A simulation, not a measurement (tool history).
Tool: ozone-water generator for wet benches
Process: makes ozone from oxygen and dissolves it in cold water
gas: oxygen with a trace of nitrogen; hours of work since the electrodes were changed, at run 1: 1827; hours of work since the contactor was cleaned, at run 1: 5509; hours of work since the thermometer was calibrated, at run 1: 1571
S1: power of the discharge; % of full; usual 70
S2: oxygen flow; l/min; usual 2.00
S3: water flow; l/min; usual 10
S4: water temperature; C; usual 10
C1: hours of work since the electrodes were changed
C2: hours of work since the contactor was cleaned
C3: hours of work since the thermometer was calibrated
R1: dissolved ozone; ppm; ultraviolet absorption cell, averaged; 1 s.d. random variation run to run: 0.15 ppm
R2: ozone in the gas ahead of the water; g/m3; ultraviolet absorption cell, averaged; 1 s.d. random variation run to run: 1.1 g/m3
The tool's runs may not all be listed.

run,hour,S1,S2,S3,S4,C1,C2,C3,R1,R2
1,0.0,70,2.00,10,10,1827,5509,1571,19.4,203.4
2,31.6,70,2.00,10,10,1857,5539,1601,19.6,203.7
3,67.9,70,1.80,10,10,1891,5574,1635,19.3,213.4
4,116.2,70,1.80,10,10,1937,5619,1681,18.9,215.1
5,150.7,70,3.47,10,10,1970,5652,1714,20.9,156.0
6,173.1,70,2.00,10,10,1991,5673,1735,19.5,202.8
7,204.2,70,2.00,10,10,2021,5703,1764,19.7,204.2
8,251.5,70,2.00,8,10,2065,5747,1809,23.8,204.1
9,281.0,70,2.00,8,10,2093,5775,1837,23.6,204.0
10,315.6,70,2.00,10,10,2126,5808,1870,19.3,202.5
11,359.7,70,2.00,10,10,2168,5850,1912,19.5,204.8
12,409.5,70,2.00,7,10,2215,5897,1959,26.7,204.1
13,434.6,70,2.00,7,10,2239,5921,1983,26.6,202.4
14,471.4,75,1.73,11,6,2274,5956,2017,19.1,234.1
15,494.4,70,1.59,10,13,2295,5978,2039,18.0,230.1
16,538.4,64,2.00,10,10,2337,6019,2081,18.0,190.7
17,565.1,64,2.40,11,8,2362,6045,2106,17.3,175.5
# hour 573.3: contactor cleaned
18,592.0,87,2.04,11,7,2384,18,2128,22.1,246.7
19,627.3,45,2.04,11,7,2418,51,2161,12.7,141.2
20,650.9,69,2.00,15,8,2440,74,2184,13.2,205.8
21,697.2,70,2.00,15,10,2484,117,2228,13.2,204.4
22,748.8,70,3.39,14,14,2533,166,2276,15.0,159.2
23,777.0,68,2.91,15,15,2559,193,2303,13.2,167.5
24,802.6,68,2.91,15,15,2584,217,2327,13.3,168.7
25,841.1,68,2.91,15,15,2620,254,2364,13.4,166.6
26,891.6,68,2.91,15,15,2668,302,2412,13.1,168.9

Some steps in R2 between neighbouring runs. How much of each would the tool show without its hidden state too (settings, what came in, random variation), and how much is left for the hidden state, with any gauge scatter that isn't in both results?
The hidden state here: yield of the discharge, % of new electrodes'; contactor's efficiency, % of a clean one's; true water temperature over the reading, C; drift of the gauge itself on ozone_ppm, %; drift of the gauge itself on gas_g_m3, %.
Run 17 -> 18: S1 64 -> 87, S2 2.40 -> 2.04, S4 8 -> 7, contactor cleaned. R2 +71.2 g/m3: hidden state +1.1, all else +70.1.
Run 18 -> 19: S1 87 -> 45. R2 -105.5 g/m3: hidden state -1.4, all else -104.1.
